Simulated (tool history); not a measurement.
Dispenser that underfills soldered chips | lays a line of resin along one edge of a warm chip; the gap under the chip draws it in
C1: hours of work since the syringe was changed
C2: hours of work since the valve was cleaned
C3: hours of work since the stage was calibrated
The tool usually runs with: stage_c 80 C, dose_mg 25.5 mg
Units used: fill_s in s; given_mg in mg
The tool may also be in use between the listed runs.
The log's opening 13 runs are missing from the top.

At day 3.25: new syringe of resin.
Run 14, day 3.425: usual settings but stage_c 76 C; C1 3; C2 61; C3 196. Result: fill_s 83.5 s, given_mg 24.56 mg.
At day 3.554: dispensing valve cleaned and set on the balance.
Run 15, day 3.7: usual settings but stage_c 76 C; C1 6; C2 2; C3 199. Result: fill_s 96.7 s, given_mg 25.57 mg.
At day 3.812: new syringe of resin.
Run 16, day 3.988: usual settings but stage_c 76 C, dose_mg 29 mg; C1 3; C2 6; C3 203. Result: fill_s 79.7 s, given_mg 28.95 mg.
Run 17, day 4.3: usual settings but stage_c 76 C, dose_mg 29 mg; C1 7; C2 11; C3 208. Result: fill_s 97.9 s, given_mg 28.9 mg.
At day 4.342: new syringe of resin.
Run 18, day 4.567: usual settings but stage_c 76 C, dose_mg 29 mg; C1 3; C2 14; C3 211. Result: fill_s 84.2 s, given_mg 28.9 mg.
Run 19, day 4.825: usual settings but stage_c 86 C, dose_mg 28.8 mg; C1 7; C2 18; C3 215. Result: fill_s 68.7 s, given_mg 28.5 mg.
At day 4.871: new syringe of resin.
Run 20, day 5.054: usual settings but stage_c 73 C, dose_mg 23.7 mg; C1 3; C2 21; C3 218. Result: fill_s 92.3 s, given_mg 23.48 mg.
Run 21, day 5.283: usual settings but stage_c 73 C, dose_mg 23.7 mg; C1 6; C2 24; C3 222. Result: fill_s 104.2 s, given_mg 23.5 mg.
At day 5.392: new syringe of resin.
Run 22, day 5.562: usual settings but stage_c 70 C, dose_mg 27.3 mg; C1 2; C2 28; C3 225. Result: fill_s 99.6 s, given_mg 26.93 mg.
Run 23, day 5.804: usual settings but stage_c 70 C, dose_mg 27.3 mg; C1 6; C2 32; C3 229. Result: fill_s 115.1 s, given_mg 26.91 mg.
At day 5.925: new syringe of resin.
Run 24, day 6.071: usual settings but stage_c 77 C, dose_mg 25 mg; C1 2; C2 35; C3 233. Result: fill_s 78.3 s, given_mg 24.44 mg.
Run 25, day 6.367: usual settings but stage_c 75 C, dose_mg 32.2 mg; C1 6; C2 40; C3 237. Result: fill_s 96.2 s, given_mg 31.63 mg.
At day 6.446: new syringe of resin.
Run 26, day 6.525: usual settings but stage_c 76 C, dose_mg 25.8 mg; C1 1; C2 42; C3 239. Result: fill_s 75 s, given_mg 25.2 mg.
Run 27, day 6.792: usual settings but stage_c 71 C, dose_mg 26.3 mg; C1 5; C2 46; C3 243. Result: fill_s 104.2 s, given_mg 25.67 mg.
At day 6.971: new syringe of resin.
Run 28, day 7.008: usual settings but dose_mg 24 mg; C1 1; C2 48; C3 246. Result: fill_s 63.4 s, given_mg 23.36 mg.
Run 29, day 7.196: usual settings but stage_c 88 C, dose_mg 26.2 mg; C1 3; C2 51; C3 248. Result: fill_s 55.9 s, given_mg 25.49 mg.
Run 30, day 7.383: usual settings but stage_c 87 C, dose_mg 24.2 mg; C1 6; C2 54; C3 251. Result: fill_s 64.8 s, given_mg 23.49 mg.
At day 7.492: new syringe of resin.
Run 31, day 7.688: usual settings but stage_c 73 C, dose_mg 24.6 mg; C1 3; C2 58; C3 255. Result: fill_s 92.2 s, given_mg 23.85 mg.
Run 32, day 7.992: usual settings but stage_c 84 C, dose_mg 26.8 mg; C1 7; C2 62; C3 260. Result: fill_s 76.2 s, given_mg 25.81 mg.
At day 8.033: new syringe of resin.
At day 8.075: dispensing valve cleaned and set on the balance.
Run 33, day 8.308: usual settings but stage_c 68 C, dose_mg 30 mg; C1 3; C2 3; C3 264. Result: fill_s 110 s, given_mg 29.97 mg.
At day 8.612: new syringe of resin.
Run 34, day 8.612: usual settings but stage_c 82 C, dose_mg 29.5 mg; C1 0; C2 8; C3 268. Result: fill_s 59.3 s, given_mg 29.33 mg.
Run 35, day 8.838: usual settings but stage_c 72 C, dose_mg 27.9 mg; C1 3; C2 11; C3 271. Result: fill_s 95.3 s, given_mg 27.75 mg.
Run 36, day 9.046: usual settings but dose_mg 32.2 mg; C1 6; C2 14; C3 274. Result: fill_s 82.1 s, given_mg 31.97 mg.

Here are 3 independent what-if runs from the current tool condition. What would each one return?
At day 9.138: new syringe of resin.
Run A, day 9.329: usual settings but stage_c 77 C, dose_mg 22.2 mg; C1 3; C2 18; C3 278. Result: fill_s ?, given_mg ?.
At day 9.138: new syringe of resin.
Run B, day 9.329: usual settings but stage_c 91 C, dose_mg 22.5 mg; C1 3; C2 18; C3 278. Result: fill_s ?, given_mg ?.
At day 9.138: new syringe of resin.
Run C, day 9.329: usual settings but stage_c 81 C; C1 3; C2 18; C3 278. Result: fill_s ?, given_mg ?.

run  fill_s  given_mg
  A    80.2        22
  B    50.9     22.34
  C    68.8     25.31
With the hidden condition removed and each run's random variation left untouched, the same runs would have given:
run  fill_s  given_mg
  A    74.2      22.2
  B    46.9     22.54
  C    63.7     25.54
